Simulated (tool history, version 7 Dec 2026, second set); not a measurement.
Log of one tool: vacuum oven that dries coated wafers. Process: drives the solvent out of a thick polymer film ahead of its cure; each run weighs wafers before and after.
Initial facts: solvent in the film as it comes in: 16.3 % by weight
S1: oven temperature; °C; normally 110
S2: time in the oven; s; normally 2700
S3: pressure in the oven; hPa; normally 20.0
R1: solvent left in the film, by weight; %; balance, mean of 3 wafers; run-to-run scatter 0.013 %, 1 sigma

| run | hour | S1 | S2 | S3 | R1 |
|---|---|---|---|---|---|
| 1 | 0.0 | 110 | 2700 | 20.0 | 3.67 |
| 2 | 8.6 | 110 | 2700 | 20.0 | 3.67 |
| 3 | 19.3 | 110 | 2700 | 20.0 | 3.67 |
| 4 | 34.5 | 110 | 2700 | 16.8 | 3.41 |
| 5 | 49.9 | 110 | 2700 | 16.8 | 3.41 |
| 6 | 68.2 | 110 | 1920 | 20.0 | 4.95 |
| 7 | 78.3 | 110 | 1920 | 20.0 | 4.95 |
| 8 | 90.1 | 110 | 1920 | 54.2 | 7.43 |
| 9 | 98.3 | 110 | 2700 | 20.0 | 3.65 |
| 10 | 109.6 | 113 | 2700 | 20.0 | 3.14 |
| 11 | 126.7 | 113 | 1620 | 20.0 | 5.02 |
| 12 | 139.1 | 110 | 2700 | 20.0 | 3.66 |
| 13 | 156.8 | 110 | 2700 | 20.0 | 3.65 |
| 14 | 168.4 | 122 | 2700 | 20.0 | 1.88 |
| 15 | 184.0 | 122 | 2700 | 20.0 | 1.88 |
| 16 | 199.7 | 114 | 2940 | 10.1 | 2.00 |
| 17 | 217.6 | 110 | 3300 | 12.0 | 2.38 |
| 18 | 227.9 | 123 | 2700 | 20.0 | 1.77 |
| 19 | 245.3 | 123 | 2700 | 20.0 | 1.77 |
| 20 | 260.3 | 104 | 3120 | 49.6 | 7.23 |
| 21 | 277.2 | 114 | 2880 | 20.0 | 2.77 |
| 22 | 285.1 | 114 | 2880 | 20.0 | 2.79 |
| 23 | 296.4 | 104 | 2700 | 34.9 | 6.26 |
| 24 | 304.1 | 104 | 2700 | 34.9 | 6.25 |
| 25 | 317.0 | 114 | 2700 | 14.0 | 2.52 |
| 26 | 326.4 | 114 | 1440 | 73.6 | 8.53 |
| 27 | 336.5 | 95 | 2880 | 20.0 | 6.81 |

5 ways to go on from here, each from the tool as it stands after run 27. What would each give?
| A | 353.5 | 115 | 1680 | 60.1 | ? |
| B | 353.5 | 121 | 3480 | 20.0 | ? |
| C | 353.5 | 95 | 3780 | 20.0 | ? |
| D | 353.5 | 95 | 2880 | 25.9 | ? |
| E | 353.5 | 104 | 2220 | 24.7 | ? |

| run | R1 |
|---|---|
| A | 6.93 |
| B | 1.61 |
| C | 5.79 |
| D | 7.49 |
| E | 6.11 |
Without the tool's unlogged condition, the same runs would have read:
| run | R1 |
|---|---|
| A | 7.40 |
| B | 1.73 |
| C | 6.19 |
| D | 7.93 |
| E | 6.53 |
